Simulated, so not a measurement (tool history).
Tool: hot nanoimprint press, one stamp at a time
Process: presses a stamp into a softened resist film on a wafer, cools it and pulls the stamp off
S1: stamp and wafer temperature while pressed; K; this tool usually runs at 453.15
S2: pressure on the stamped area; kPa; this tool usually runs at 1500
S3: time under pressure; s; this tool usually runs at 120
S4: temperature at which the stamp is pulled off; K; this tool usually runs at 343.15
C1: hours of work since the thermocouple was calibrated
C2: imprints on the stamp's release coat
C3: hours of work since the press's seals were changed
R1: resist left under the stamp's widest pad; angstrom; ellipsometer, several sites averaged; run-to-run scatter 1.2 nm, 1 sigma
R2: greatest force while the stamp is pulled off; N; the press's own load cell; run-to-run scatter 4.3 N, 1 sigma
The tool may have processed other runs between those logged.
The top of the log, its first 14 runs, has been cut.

Run 15, hour 357.5: usual settings but S1 451.15 K; C1 72; C2 167; C3 636. Result: R1 2110 angstrom, R2 222 N.
Run 16, hour 391.0: usual settings but S1 451.15 K; C1 95; C2 246; C3 659. Result: R1 2148 angstrom, R2 244 N.
At hour 425.9: plate thermocouple calibrated, once more.
Run 17, hour 425.9: usual settings but S2 1140 kPa, S3 189 s, S4 334.15 K; C1 0; C2 320; C3 682. Result: R1 1868 angstrom, R2 282 N.
Run 18, hour 444.2: usual settings but S1 451.15 K, S2 1200 kPa, S3 63 s, S4 332.15 K; C1 13; C2 363; C3 694. Result: R1 2773 angstrom, R2 308 N.
Run 19, hour 465.7: usual settings but S1 451.15 K, S2 1200 kPa, S3 63 s, S4 332.15 K; C1 28; C2 413; C3 710. Result: R1 2795 angstrom, R2 312 N.
Run 20, hour 480.1: usual settings but S1 451.15 K, S2 1200 kPa, S3 63 s, S4 332.15 K; C1 38; C2 447; C3 720. Result: R1 2818 angstrom, R2 324 N.
Run 21, hour 503.9: usual settings but S1 451.15 K, S2 1200 kPa, S3 63 s, S4 332.15 K; C1 54; C2 502; C3 736. Result: R1 2795 angstrom, R2 337 N.
Run 22, hour 533.6: usual settings but S1 445.15 K, S2 1200 kPa, S3 81 s, S4 348.15 K; C1 75; C2 571; C3 757. Result: R1 3117 angstrom, R2 235 N.
Run 23, hour 553.2: usual settings but S1 464.15 K, S2 1490 kPa, S3 67 s; C1 89; C2 617; C3 771. Result: R1 1605 angstrom, R2 275 N.
Run 24, hour 585.5: usual settings but S1 464.15 K, S2 1490 kPa, S3 96 s, S4 345.15 K; C1 111; C2 693; C3 793. Result: R1 1419 angstrom, R2 271 N.
Run 25, hour 603.2: usual settings but S2 1130 kPa, S3 136 s, S4 338.15 K; C1 124; C2 734; C3 806. Result: R1 2115 angstrom, R2 322 N.
Run 26, hour 621.9: usual settings but S2 1130 kPa, S3 136 s, S4 338.15 K; C1 137; C2 778; C3 819. Result: R1 2150 angstrom, R2 328 N.
Run 27, hour 645.6: usual settings but S1 450.15 K, S2 2070 kPa, S3 106 s, S4 338.15 K; C1 154; C2 833; C3 835. Result: R1 1878 angstrom, R2 335 N.
At hour 661.2: stamp cleaned and given a new release coat.
Run 28, hour 673.0: usual settings but S2 1330 kPa, S3 161 s, S4 333.15 K; C1 168; C2 28; C3 850. Result: R1 1852 angstrom, R2 260 N.
Run 29, hour 687.2: usual settings but S2 1330 kPa, S3 161 s, S4 333.15 K; C1 178; C2 61; C3 860. Result: R1 1853 angstrom, R2 257 N.
Run 30, hour 719.6: usual settings but S1 451.15 K, S3 210 s, S4 328.15 K; C1 201; C2 137; C3 883. Result: R1 1695 angstrom, R2 305 N.
Run 31, hour 735.7: usual settings but S1 450.15 K; C1 212; C2 174; C3 894. Result: R1 2128 angstrom, R2 225 N.

Branching from run 31: 3 alternative next runs. What would each branch give?
Run A, hour 763.5: usual settings but S1 448.15 K; C1 232; C2 239; C3 913. Result: R1 ?, R2 ?.
Run B, hour 763.5: usual settings but S3 114 s; C1 232; C2 239; C3 913. Result: R1 ?, R2 ?.
Run C, hour 763.5: usual settings but S2 1090 kPa; C1 232; C2 239; C3 913. Result: R1 ?, R2 ?.

run    R1   R2
  A  2319  238
  B  1988  237
  C  2292  228
Without the tool's unlogged condition, the same runs would have read:
run    R1   R2
  A  2184  209
  B  1871  209
  C  2179  201

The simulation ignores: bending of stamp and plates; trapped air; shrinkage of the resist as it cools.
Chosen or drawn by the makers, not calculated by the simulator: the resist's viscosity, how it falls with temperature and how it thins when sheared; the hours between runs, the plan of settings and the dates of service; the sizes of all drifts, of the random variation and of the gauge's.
